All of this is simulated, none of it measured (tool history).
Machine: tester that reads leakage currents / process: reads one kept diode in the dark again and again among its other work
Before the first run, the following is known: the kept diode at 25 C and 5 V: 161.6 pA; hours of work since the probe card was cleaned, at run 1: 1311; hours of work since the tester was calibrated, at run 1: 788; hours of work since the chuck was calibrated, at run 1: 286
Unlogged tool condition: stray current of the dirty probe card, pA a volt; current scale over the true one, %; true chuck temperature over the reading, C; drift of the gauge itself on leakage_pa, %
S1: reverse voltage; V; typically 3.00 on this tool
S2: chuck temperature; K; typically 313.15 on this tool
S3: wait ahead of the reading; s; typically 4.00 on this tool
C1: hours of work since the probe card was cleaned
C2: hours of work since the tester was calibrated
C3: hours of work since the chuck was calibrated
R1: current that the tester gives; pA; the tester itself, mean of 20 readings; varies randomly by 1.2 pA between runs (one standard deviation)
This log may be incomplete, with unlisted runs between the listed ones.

run 1 hour=0.0 | S1=3.00 S2=313.15 S3=4.00 | C1=1311 C2=788 C3=286 | R1=399.59
run 2 hour=126.4 | S1=3.00 S2=313.15 S3=4.00 | C1=1397 C2=874 C3=372 | R1=393.70
run 3 hour=316.5 | S1=3.00 S2=313.15 S3=4.00 | C1=1526 C2=1003 C3=501 | R1=385.64
run 4 hour=494.3 | S1=3.00 S2=313.15 S3=4.00 | C1=1647 C2=1124 C3=622 | R1=381.06
-- hour=604.1 probe card cleaned and baked
run 5 hour=623.5 | S1=3.00 S2=313.15 S3=4.69 | C1=13 C2=1210 C3=708 | R1=373.71
run 6 hour=780.6 | S1=3.00 S2=313.15 S3=4.69 | C1=120 C2=1316 C3=814 | R1=365.25
run 7 hour=930.5 | S1=3.00 S2=313.15 S3=4.69 | C1=222 C2=1418 C3=916 | R1=361.12
-- hour=978.3 chuck's temperature calibrated
run 8 hour=1077.4 | S1=3.00 S2=313.15 S3=4.69 | C1=320 C2=1516 C3=67 | R1=405.89
run 9 hour=1178.5 | S1=3.00 S2=313.15 S3=1.28 | C1=389 C2=1585 C3=136 | R1=404.98
run 10 hour=1334.9 | S1=3.00 S2=313.15 S3=1.28 | C1=495 C2=1691 C3=242 | R1=399.38
run 11 hour=1430.9 | S1=2.74 S2=310.15 S3=1.28 | C1=560 C2=1756 C3=307 | R1=303.86
run 12 hour=1605.5 | S1=3.21 S2=309.15 S3=1.80 | C1=679 C2=1875 C3=426 | R1=295.80
run 13 hour=1776.3 | S1=3.21 S2=309.15 S3=1.80 | C1=795 C2=1991 C3=542 | R1=289.38
run 14 hour=1940.0 | S1=1.21 S2=301.15 S3=0.76 | C1=906 C2=2102 C3=653 | R1=102.98
run 15 hour=2123.0 | S1=1.21 S2=301.15 S3=0.76 | C1=1030 C2=2226 C3=777 | R1=101.17
run 16 hour=2305.2 | S1=1.21 S2=301.15 S3=0.76 | C1=1154 C2=2350 C3=901 | R1=98.82
-- hour=2371.0 chuck's temperature calibrated
run 17 hour=2490.0 | S1=3.00 S2=306.15 S3=0.33 | C1=1278 C2=2474 C3=81 | R1=242.44

Take each entry between the runs: how does the hidden state at the last listed run before it differ from the hidden state at the first listed run after it?
Logged between run 4 and run 5: probe card cleaned and baked (hour 604.1)
  stray current of the dirty probe card, pA a volt: 1.178 -> 0.035; current scale over the true one, %: -0.47 -> -0.51; true chuck temperature over the reading, C: -1.12 -> -1.3
  measured less the result without the state, R1: -30.59 -> -39.20 pA
Logged between run 7 and run 8: chuck's temperature calibrated (hour 978.3)
  stray current of the dirty probe card, pA a volt: 0.18 -> 0.245; current scale over the true one, %: -0.6 -> -0.64; true chuck temperature over the reading, C: -1.72 -> -0.13
  measured less the result without the state, R1: -50.34 -> -5.82 pA
Logged between run 16 and run 17: chuck's temperature calibrated (hour 2371.0)
  stray current of the dirty probe card, pA a volt: 0.81 -> 0.892; current scale over the true one, %: -1.01 -> -1.07; true chuck temperature over the reading, C: -1.85 -> -0.22
  measured less the result without the state, R1: -15.59 -> -4.14 pA
